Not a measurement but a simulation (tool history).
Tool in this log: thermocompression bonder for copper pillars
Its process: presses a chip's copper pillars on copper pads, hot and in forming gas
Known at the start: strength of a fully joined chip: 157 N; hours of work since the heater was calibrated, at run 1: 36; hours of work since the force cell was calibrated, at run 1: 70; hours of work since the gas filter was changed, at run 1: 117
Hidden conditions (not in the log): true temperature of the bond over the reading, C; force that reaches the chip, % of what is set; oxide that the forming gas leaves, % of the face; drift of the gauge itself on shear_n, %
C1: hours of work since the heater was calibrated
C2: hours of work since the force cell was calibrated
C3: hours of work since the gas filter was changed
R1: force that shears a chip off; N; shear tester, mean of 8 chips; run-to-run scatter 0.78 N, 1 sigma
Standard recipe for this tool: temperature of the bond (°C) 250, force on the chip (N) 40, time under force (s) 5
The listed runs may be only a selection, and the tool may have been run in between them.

run 1 day=0 | temperature_of_the_bond_(°C)=250 force_on_the_chip_(N)=40 time_under_force_(s)=5 | C1=36 C2=70 C3=117 | R1=57.8
run 2 day=0.4 | temperature_of_the_bond_(°C)=250 force_on_the_chip_(N)=40 time_under_force_(s)=5 | C1=44 C2=78 C3=125 | R1=58.8
run 3 day=0.638 | temperature_of_the_bond_(°C)=250 force_on_the_chip_(N)=40 time_under_force_(s)=5 | C1=48 C2=82 C3=129 | R1=57
run 4 day=1.046 | temperature_of_the_bond_(°C)=250 force_on_the_chip_(N)=56 time_under_force_(s)=5 | C1=56 C2=90 C3=137 | R1=79.4
run 5 day=1.442 | temperature_of_the_bond_(°C)=250 force_on_the_chip_(N)=56 time_under_force_(s)=5 | C1=64 C2=97 C3=144 | R1=79.8
run 6 day=1.779 | temperature_of_the_bond_(°C)=250 force_on_the_chip_(N)=40 time_under_force_(s)=5 | C1=70 C2=104 C3=151 | R1=57.4
run 7 day=2.088 | temperature_of_the_bond_(°C)=250 force_on_the_chip_(N)=40 time_under_force_(s)=5 | C1=76 C2=110 C3=156 | R1=56.5
run 8 day=2.321 | temperature_of_the_bond_(°C)=250 force_on_the_chip_(N)=40 time_under_force_(s)=8 | C1=80 C2=114 C3=161 | R1=68.8
run 9 day=2.662 | temperature_of_the_bond_(°C)=250 force_on_the_chip_(N)=40 time_under_force_(s)=8 | C1=87 C2=120 C3=167 | R1=67.2
run 10 day=3.117 | temperature_of_the_bond_(°C)=250 force_on_the_chip_(N)=40 time_under_force_(s)=8 | C1=95 C2=129 C3=176 | R1=65.6
run 11 day=3.404 | temperature_of_the_bond_(°C)=250 force_on_the_chip_(N)=40 time_under_force_(s)=5 | C1=101 C2=134 C3=181 | R1=57.9
run 12 day=3.667 | temperature_of_the_bond_(°C)=250 force_on_the_chip_(N)=40 time_under_force_(s)=5 | C1=106 C2=139 C3=186 | R1=56.9
run 13 day=3.921 | temperature_of_the_bond_(°C)=250 force_on_the_chip_(N)=40 time_under_force_(s)=5 | C1=110 C2=144 C3=191 | R1=54.9
run 14 day=4.175 | temperature_of_the_bond_(°C)=250 force_on_the_chip_(N)=40 time_under_force_(s)=5 | C1=115 C2=149 C3=196 | R1=56.3
run 15 day=4.396 | temperature_of_the_bond_(°C)=250 force_on_the_chip_(N)=40 time_under_force_(s)=5 | C1=119 C2=153 C3=200 | R1=56.1
-- day=4.633 forming gas filter changed
run 16 day=4.638 | temperature_of_the_bond_(°C)=252 force_on_the_chip_(N)=40 time_under_force_(s)=5 | C1=124 C2=157 C3=0 | R1=61.2
run 17 day=5.067 | temperature_of_the_bond_(°C)=250 force_on_the_chip_(N)=51 time_under_force_(s)=5 | C1=132 C2=166 C3=8 | R1=77.2
run 18 day=5.296 | temperature_of_the_bond_(°C)=250 force_on_the_chip_(N)=51 time_under_force_(s)=6 | C1=136 C2=170 C3=13 | R1=80.8
-- day=5.404 heater calibrated with a thermocouple chip
run 19 day=5.746 | temperature_of_the_bond_(°C)=244 force_on_the_chip_(N)=40 time_under_force_(s)=5 | C1=6 C2=177 C3=19 | R1=54.8
run 20 day=6.042 | temperature_of_the_bond_(°C)=244 force_on_the_chip_(N)=29 time_under_force_(s)=5 | C1=12 C2=182 C3=25 | R1=38.9
-- day=6.162 heater calibrated with a thermocouple chip, once more
run 21 day=6.488 | temperature_of_the_bond_(°C)=249 force_on_the_chip_(N)=40 time_under_force_(s)=13 | C1=6 C2=189 C3=32 | R1=82.3
run 22 day=6.812 | temperature_of_the_bond_(°C)=277 force_on_the_chip_(N)=45 time_under_force_(s)=3 | C1=12 C2=195 C3=38 | R1=75.6
run 23 day=7.175 | temperature_of_the_bond_(°C)=277 force_on_the_chip_(N)=45 time_under_force_(s)=3 | C1=19 C2=202 C3=45 | R1=75.2
run 24 day=7.408 | temperature_of_the_bond_(°C)=277 force_on_the_chip_(N)=25 time_under_force_(s)=3 | C1=24 C2=207 C3=49 | R1=39.8
run 25 day=7.692 | temperature_of_the_bond_(°C)=234 force_on_the_chip_(N)=31 time_under_force_(s)=7 | C1=29 C2=212 C3=55 | R1=41.6
run 26 day=8.146 | temperature_of_the_bond_(°C)=234 force_on_the_chip_(N)=59 time_under_force_(s)=5 | C1=37 C2=221 C3=63 | R1=71.9
run 27 day=8.388 | temperature_of_the_bond_(°C)=244 force_on_the_chip_(N)=30 time_under_force_(s)=3 | C1=42 C2=225 C3=68 | R1=31.7
run 28 day=8.758 | temperature_of_the_bond_(°C)=269 force_on_the_chip_(N)=31 time_under_force_(s)=4 | C1=49 C2=232 C3=75 | R1=51.1
run 29 day=9.004 | temperature_of_the_bond_(°C)=250 force_on_the_chip_(N)=26 time_under_force_(s)=9 | C1=54 C2=237 C3=80 | R1=46.9
run 30 day=9.225 | temperature_of_the_bond_(°C)=238 force_on_the_chip_(N)=34 time_under_force_(s)=5 | C1=58 C2=241 C3=84 | R1=41.1
run 31 day=9.679 | temperature_of_the_bond_(°C)=268 force_on_the_chip_(N)=34 time_under_force_(s)=5 | C1=66 C2=250 C3=92 | R1=61.6
run 32 day=9.988 | temperature_of_the_bond_(°C)=268 force_on_the_chip_(N)=34 time_under_force_(s)=5 | C1=72 C2=255 C3=98 | R1=60.3
run 33 day=10.283 | temperature_of_the_bond_(°C)=233 force_on_the_chip_(N)=44 time_under_force_(s)=6 | C1=78 C2=261 C3=104 | R1=55.8
run 34 day=10.5 | temperature_of_the_bond_(°C)=250 force_on_the_chip_(N)=40 time_under_force_(s)=4 | C1=82 C2=265 C3=108 | R1=52.2
run 35 day=10.758 | temperature_of_the_bond_(°C)=250 force_on_the_chip_(N)=40 time_under_force_(s)=3 | C1=87 C2=270 C3=113 | R1=47.6
run 36 day=11.146 | temperature_of_the_bond_(°C)=262 force_on_the_chip_(N)=25 time_under_force_(s)=5 | C1=94 C2=277 C3=120 | R1=40.7
run 37 day=11.579 | temperature_of_the_bond_(°C)=263 force_on_the_chip_(N)=40 time_under_force_(s)=5 | C1=102 C2=285 C3=128 | R1=68.2
run 38 day=11.875 | temperature_of_the_bond_(°C)=259 force_on_the_chip_(N)=53 time_under_force_(s)=5 | C1=108 C2=291 C3=134 | R1=82.9
run 39 day=12.083 | temperature_of_the_bond_(°C)=225 force_on_the_chip_(N)=53 time_under_force_(s)=9 | C1=112 C2=295 C3=138 | R1=67.2
run 40 day=12.467 | temperature_of_the_bond_(°C)=256 force_on_the_chip_(N)=37 time_under_force_(s)=10 | C1=119 C2=302 C3=145 | R1=74.6

Here are 4 independent what-if runs from the current tool condition. What would each one return?
run A day=12.879 | temperature_of_the_bond_(°C)=224 force_on_the_chip_(N)=38 time_under_force_(s)=6 | C1=127 C2=310 C3=153 | R1=?
run B day=12.879 | temperature_of_the_bond_(°C)=279 force_on_the_chip_(N)=56 time_under_force_(s)=9 | C1=127 C2=310 C3=153 | R1=?
run C day=12.879 | temperature_of_the_bond_(°C)=256 force_on_the_chip_(N)=37 time_under_force_(s)=10 | C1=127 C2=310 C3=153 | R1=?
run D day=12.879 | temperature_of_the_bond_(°C)=258 force_on_the_chip_(N)=44 time_under_force_(s)=8 | C1=127 C2=310 C3=153 | R1=?

run=A R1=40.2
run=B R1=117.8
run=C R1=73
run=D R1=81.6
Take away the tool's hidden state, keep each run's random variation, and the runs would have read:
run=A R1=42.4
run=B R1=125.1
run=C R1=77.2
run=D R1=86.2
